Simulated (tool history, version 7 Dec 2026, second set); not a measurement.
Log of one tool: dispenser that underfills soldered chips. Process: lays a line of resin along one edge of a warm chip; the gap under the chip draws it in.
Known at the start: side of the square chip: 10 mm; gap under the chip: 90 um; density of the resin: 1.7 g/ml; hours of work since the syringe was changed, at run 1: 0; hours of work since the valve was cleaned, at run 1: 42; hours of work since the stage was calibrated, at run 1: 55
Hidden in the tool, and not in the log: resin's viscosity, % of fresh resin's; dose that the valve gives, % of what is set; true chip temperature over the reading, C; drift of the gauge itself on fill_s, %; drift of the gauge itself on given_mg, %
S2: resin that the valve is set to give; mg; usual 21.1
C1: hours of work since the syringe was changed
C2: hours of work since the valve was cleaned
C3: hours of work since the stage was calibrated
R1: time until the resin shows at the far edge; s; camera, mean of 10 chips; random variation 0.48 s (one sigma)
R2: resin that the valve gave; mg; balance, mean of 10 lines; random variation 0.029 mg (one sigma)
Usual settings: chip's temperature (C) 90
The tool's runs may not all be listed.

Run 1, day 0: usual settings; C1 0; C2 42; C3 55. Result: R1 38.9 s, R2 20.74 mg.
Run 2, day 0.154: usual settings; C1 3; C2 44; C3 57. Result: R1 44.1 s, R2 20.7 mg.
Run 3, day 0.254: usual settings; C1 5; C2 46; C3 59. Result: R1 46 s, R2 20.76 mg.
Run 4, day 0.383: usual settings; C1 7; C2 48; C3 61. Result: R1 51.5 s, R2 20.72 mg.
Run 5, day 0.492: usual settings; C1 9; C2 50; C3 63. Result: R1 55.7 s, R2 20.67 mg.
At day 0.625: new syringe of resin.
Run 6, day 0.65: usual settings; C1 0; C2 52; C3 65. Result: R1 38.5 s, R2 20.71 mg.
Run 7, day 0.733: usual settings; C1 2; C2 54; C3 67. Result: R1 42.4 s, R2 20.68 mg.
Run 8, day 0.879: usual settings; C1 4; C2 56; C3 69. Result: R1 46.3 s, R2 20.71 mg.
Run 9, day 1.008: usual settings but chip's temperature (C) 89; C1 6; C2 58; C3 71. Result: R1 50.8 s, R2 20.7 mg.
Run 10, day 1.1: usual settings but chip's temperature (C) 89; C1 8; C2 60; C3 73. Result: R1 55.6 s, R2 20.63 mg.
Run 11, day 1.225: usual settings but chip's temperature (C) 89; C1 10; C2 62; C3 75. Result: R1 61.4 s, R2 20.67 mg.
At day 1.271: new syringe of resin.
Run 12, day 1.354: usual settings but S2 21.3 mg; C1 1; C2 64; C3 77. Result: R1 40 s, R2 20.85 mg.
At day 1.429: dispensing valve cleaned and set on the balance.
Run 13, day 1.479: usual settings but S2 21.3 mg; C1 3; C2 1; C3 78. Result: R1 42.9 s, R2 21.36 mg.
Run 14, day 1.654: usual settings but S2 21.3 mg; C1 6; C2 4; C3 81. Result: R1 49.8 s, R2 21.31 mg.
Run 15, day 1.817: usual settings but S2 21.3 mg; C1 8; C2 6; C3 84. Result: R1 55.7 s, R2 21.32 mg.
Run 16, day 1.925: usual settings but S2 26.6 mg; C1 10; C2 8; C3 85. Result: R1 57.2 s, R2 26.58 mg.
At day 1.958: new syringe of resin.
Run 17, day 2.1: usual settings but S2 24 mg; C1 2; C2 11; C3 88. Result: R1 41.3 s, R2 23.95 mg.
Run 18, day 2.262: usual settings but chip's temperature (C) 89, S2 24.5 mg; C1 5; C2 14; C3 91. Result: R1 49.9 s, R2 24.49 mg.
Run 19, day 2.433: usual settings but chip's temperature (C) 78, S2 27 mg; C1 8; C2 16; C3 94. Result: R1 78.3 s, R2 26.84 mg.
Run 20, day 2.525: usual settings but chip's temperature (C) 78, S2 27 mg; C1 9; C2 18; C3 95. Result: R1 82.7 s, R2 26.91 mg.
At day 2.6: new syringe of resin.
Run 21, day 2.729: usual settings but chip's temperature (C) 78, S2 27 mg; C1 2; C2 21; C3 98. Result: R1 58.7 s, R2 26.86 mg.
Run 22, day 2.917: usual settings but chip's temperature (C) 91, S2 24.3 mg; C1 5; C2 24; C3 101. Result: R1 45.6 s, R2 24.16 mg.
Run 23, day 3.012: usual settings but S2 24.5 mg; C1 7; C2 26; C3 103. Result: R1 50.5 s, R2 24.34 mg.
Run 24, day 3.096: usual settings but chip's temperature (C) 78, S2 20.4 mg; C1 8; C2 27; C3 104. Result: R1 79.4 s, R2 20.23 mg.
At day 3.246: new syringe of resin.
Run 25, day 3.267: usual settings but chip's temperature (C) 76, S2 19.3 mg; C1 0; C2 30; C3 107. Result: R1 61.8 s, R2 19.14 mg.
Run 26, day 3.383: usual settings but chip's temperature (C) 75, S2 24 mg; C1 2; C2 32; C3 109. Result: R1 65.7 s, R2 23.8 mg.
Run 27, day 3.508: usual settings; C1 4; C2 34; C3 111. Result: R1 47.1 s, R2 20.92 mg.
Run 28, day 3.7: usual settings but chip's temperature (C) 85, S2 20.6 mg; C1 7; C2 37; C3 114. Result: R1 62.9 s, R2 20.43 mg.
At day 3.888: new syringe of resin.
Run 29, day 3.904: usual settings but chip's temperature (C) 104, S2 23.9 mg; C1 0; C2 40; C3 117. Result: R1 26.5 s, R2 23.66 mg.

Forecast each of these 3 alternatives for the next run:
Run A, day 4.083: usual settings but chip's temperature (C) 83; C1 3; C2 43; C3 120. Result: R1 ?, R2 ?.
Run B, day 4.083: usual settings but chip's temperature (C) 77, S2 27.1 mg; C1 3; C2 43; C3 120. Result: R1 ?, R2 ?.
Run C, day 4.083: usual settings but S2 21.7 mg; C1 3; C2 43; C3 120. Result: R1 ?, R2 ?.

run    R1     R2
  A  56.9  20.86
  B  64.7   26.8
  C  44.8  21.42
Without the tool's hidden state the same runs would have given:
run    R1     R2
  A  47.1  21.11
  B  53.8  27.12
  C  37.2  21.68
